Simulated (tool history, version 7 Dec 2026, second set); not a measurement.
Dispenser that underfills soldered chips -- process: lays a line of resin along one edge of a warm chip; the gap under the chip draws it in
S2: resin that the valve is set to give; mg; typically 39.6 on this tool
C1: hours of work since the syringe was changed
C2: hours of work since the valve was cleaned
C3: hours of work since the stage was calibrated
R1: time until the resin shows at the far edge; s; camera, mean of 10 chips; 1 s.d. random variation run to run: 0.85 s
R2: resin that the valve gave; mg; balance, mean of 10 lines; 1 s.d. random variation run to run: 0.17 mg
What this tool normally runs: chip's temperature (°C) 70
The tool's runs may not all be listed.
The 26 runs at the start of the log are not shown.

run 27 hour=189.7 | chip's_temperature_(°C)=75 S2=36.8 | C1=7 C2=118 C3=276 | R1=122.1 R2=33.41
-- hour=192.1 new syringe of resin
run 28 hour=200 | chip's_temperature_(°C)=68 S2=47.2 | C1=6 C2=126 C3=284 | R1=140.3 R2=42.78
-- hour=202.9 new syringe of resin
run 29 hour=205 | chip's_temperature_(°C)=63 S2=50.4 | C1=2 C2=130 C3=287 | R1=113.2 R2=45.12
-- hour=207.5 dispensing valve cleaned and set on the balance
-- hour=214.4 new syringe of resin
run 30 hour=216.6 | chip's_temperature_(°C)=63 S2=50.4 | C1=2 C2=7 C3=296 | R1=113.2 R2=50.61
-- hour=225.4 new syringe of resin
run 31 hour=225.6 | chip's_temperature_(°C)=57 S2=51.2 | C1=0 C2=14 C3=302 | R1=124.2 R2=50.78
run 32 hour=234.6 | chip's_temperature_(°C)=78 S2=44.1 | C1=7 C2=21 C3=310 | R1=109.3 R2=43.34
-- hour=236.4 new syringe of resin
run 33 hour=241.9 | chip's_temperature_(°C)=82 S2=44.1 | C1=4 C2=26 C3=315 | R1=74 R2=43.64
-- hour=247.6 new syringe of resin
run 34 hour=247.6 | chip's_temperature_(°C)=82 S2=44.1 | C1=0 C2=31 C3=319 | R1=49.9 R2=43.01
run 35 hour=252.5 | chip's_temperature_(°C)=82 S2=44.1 | C1=4 C2=35 C3=323 | R1=71 R2=43.27

Forecast each of these 3 alternatives for the next run:
-- hour=258.7 new syringe of resin
run A hour=262.9 | chip's_temperature_(°C)=64 S2=37.7 | C1=3 C2=43 C3=331 | R1=? R2=?
-- hour=258.7 new syringe of resin
run B hour=262.9 | chip's_temperature_(°C)=67 S2=48.4 | C1=3 C2=43 C3=331 | R1=? R2=?
-- hour=258.7 new syringe of resin
run C hour=262.9 | chip's_temperature_(°C)=69 S2=43.9 | C1=3 C2=43 C3=331 | R1=? R2=?

run=A R1=128.9 R2=36.43
run=B R1=111.8 R2=46.55
run=C R1=102.4 R2=42.72
Without the tool's unlogged condition, the same runs would have read:
run=A R1=100.5 R2=37.61
run=B R1=87.5 R2=48.05
run=C R1=79.9 R2=44.1

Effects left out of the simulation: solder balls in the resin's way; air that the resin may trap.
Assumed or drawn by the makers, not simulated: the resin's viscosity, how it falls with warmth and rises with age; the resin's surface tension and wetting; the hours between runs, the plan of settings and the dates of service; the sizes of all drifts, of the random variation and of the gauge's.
